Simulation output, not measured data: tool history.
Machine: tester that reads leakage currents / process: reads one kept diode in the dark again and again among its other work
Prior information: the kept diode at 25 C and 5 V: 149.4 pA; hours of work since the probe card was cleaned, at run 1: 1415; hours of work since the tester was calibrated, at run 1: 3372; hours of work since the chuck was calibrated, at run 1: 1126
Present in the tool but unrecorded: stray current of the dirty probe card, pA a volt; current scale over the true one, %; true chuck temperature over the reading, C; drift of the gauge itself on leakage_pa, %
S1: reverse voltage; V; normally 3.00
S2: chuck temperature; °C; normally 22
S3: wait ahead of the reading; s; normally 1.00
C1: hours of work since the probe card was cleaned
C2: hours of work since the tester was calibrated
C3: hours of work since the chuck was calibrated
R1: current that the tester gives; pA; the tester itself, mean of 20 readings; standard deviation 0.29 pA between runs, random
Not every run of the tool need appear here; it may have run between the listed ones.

Run 1, hour 0.0: usual settings; C1 1415; C2 3372; C3 1126. Result: R1 113.97 pA.
Run 2, hour 78.9: usual settings; C1 1473; C2 3430; C3 1184. Result: R1 115.07 pA.
Run 3, hour 196.0: usual settings; C1 1560; C2 3517; C3 1271. Result: R1 116.36 pA.
At hour 248.1: chuck's temperature calibrated.
Run 4, hour 276.3: usual settings; C1 1618; C2 3575; C3 21. Result: R1 99.99 pA.
Run 5, hour 384.2: usual settings; C1 1697; C2 3655; C3 101. Result: R1 101.35 pA.
Run 6, hour 449.4: usual settings; C1 1745; C2 3703; C3 149. Result: R1 101.83 pA.
Run 7, hour 531.7: usual settings; C1 1806; C2 3764; C3 210. Result: R1 103.88 pA.
Run 8, hour 600.2: usual settings; C1 1857; C2 3814; C3 260. Result: R1 104.12 pA.
At hour 654.0: probe card cleaned and baked.
Run 9, hour 694.4: usual settings; C1 30; C2 3882; C3 328. Result: R1 103.61 pA.
Run 10, hour 756.9: usual settings but S2 50 °C; C1 76; C2 3928; C3 374. Result: R1 1254.73 pA.
Run 11, hour 811.3: usual settings but S2 50 °C; C1 116; C2 3968; C3 414. Result: R1 1260.36 pA.
Run 12, hour 920.6: usual settings but S2 50 °C; C1 197; C2 4049; C3 495. Result: R1 1269.20 pA.
Run 13, hour 1012.6: usual settings; C1 265; C2 4117; C3 563. Result: R1 107.47 pA.
Run 14, hour 1110.4: usual settings; C1 337; C2 4189; C3 635. Result: R1 108.28 pA.
Run 15, hour 1216.8: usual settings; C1 416; C2 4268; C3 714. Result: R1 109.31 pA.
Run 16, hour 1284.5: usual settings; C1 466; C2 4318; C3 764. Result: R1 110.19 pA.
Run 17, hour 1353.8: usual settings but S2 33 °C; C1 517; C2 4369; C3 815. Result: R1 307.57 pA.
Run 18, hour 1437.2: usual settings but S3 0.43 s; C1 579; C2 4431; C3 877. Result: R1 112.70 pA.
Run 19, hour 1491.9: usual settings but S3 0.43 s; C1 619; C2 4471; C3 917. Result: R1 113.28 pA.
Run 20, hour 1552.7: usual settings but S3 0.43 s; C1 664; C2 4516; C3 962. Result: R1 113.96 pA.
Run 21, hour 1659.2: usual settings but S3 0.43 s; C1 743; C2 4595; C3 1041. Result: R1 115.51 pA.
Run 22, hour 1755.8: usual settings but S1 10.55 V, S2 32 °C, S3 1.01 s; C1 814; C2 4666; C3 1112. Result: R1 433.90 pA.
Run 23, hour 1808.8: usual settings but S1 1.26 V, S2 21 °C, S3 1.01 s; C1 854; C2 4706; C3 1152. Result: R1 80.69 pA.
Run 24, hour 1903.0: usual settings but S1 1.36 V, S2 35 °C, S3 0.34 s; C1 923; C2 4775; C3 1221. Result: R1 304.38 pA.
At hour 2014.7: chuck's temperature calibrated.
Run 25, hour 2014.7: usual settings but S1 1.30 V, S2 32 °C, S3 1.28 s; C1 1004; C2 4856; C3 0. Result: R1 195.20 pA.
Run 26, hour 2121.2: usual settings but S1 14.92 V, S2 23 °C, S3 4.35 s; C1 1083; C2 4935; C3 79. Result: R1 182.38 pA.
Run 27, hour 2188.5: usual settings but S1 16.37 V, S2 23 °C, S3 4.35 s; C1 1133; C2 4985; C3 128. Result: R1 189.42 pA.
Run 28, hour 2249.9: usual settings but S2 47 °C, S3 5.57 s; C1 1178; C2 5030; C3 174. Result: R1 955.76 pA.
Run 29, hour 2345.5: usual settings but S2 47 °C, S3 5.57 s; C1 1249; C2 5101; C3 245. Result: R1 964.19 pA.
Run 30, hour 2428.3: usual settings but S1 5.41 V, S2 47 °C, S3 7.39 s; C1 1310; C2 5162; C3 306. Result: R1 1164.69 pA.
Run 31, hour 2488.0: usual settings but S1 10.60 V, S2 23 °C, S3 4.24 s; C1 1354; C2 5206; C3 350. Result: R1 170.36 pA.
Run 32, hour 2577.3: usual settings but S1 1.99 V, S2 23 °C, S3 4.24 s; C1 1420; C2 5272; C3 416. Result: R1 101.11 pA.
Run 33, hour 2652.1: usual settings but S1 1.85 V, S2 40 °C; C1 1475; C2 5327; C3 471. Result: R1 471.70 pA.
Run 34, hour 2708.2: usual settings but S1 2.68 V, S2 27 °C, S3 0.49 s; C1 1517; C2 5369; C3 513. Result: R1 166.33 pA.
Run 35, hour 2777.4: usual settings but S1 6.32 V, S2 41 °C, S3 1.67 s; C1 1568; C2 5420; C3 564. Result: R1 765.26 pA.
Run 36, hour 2850.8: usual settings but S1 1.01 V, S2 41 °C, S3 0.44 s; C1 1622; C2 5474; C3 618. Result: R1 437.81 pA.
Run 37, hour 2955.9: usual settings but S1 1.01 V, S2 41 °C, S3 0.44 s; C1 1700; C2 5552; C3 696. Result: R1 439.19 pA.

Forecast each of these 4 alternatives for the next run:
Run A, hour 3057.6: usual settings but S1 5.93 V, S2 41 °C, S3 0.44 s; C1 1775; C2 5627; C3 771. Result: R1 ?.
Run B, hour 3057.6: usual settings but S3 3.80 s; C1 1775; C2 5627; C3 771. Result: R1 ?.
Run C, hour 3057.6: usual settings but S1 15.01 V, S2 25 °C, S3 1.81 s; C1 1775; C2 5627; C3 771. Result: R1 ?.
Run D, hour 3057.6: usual settings but S1 12.64 V, S2 38 °C, S3 2.90 s; C1 1775; C2 5627; C3 771. Result: R1 ?.

run      R1
  A  765.11
  B  110.45
  C  246.24
  D  745.93
Without the tool's hidden state the same runs would have given:
run      R1
  A  676.07
  B   95.69
  C  211.37
  D  655.64
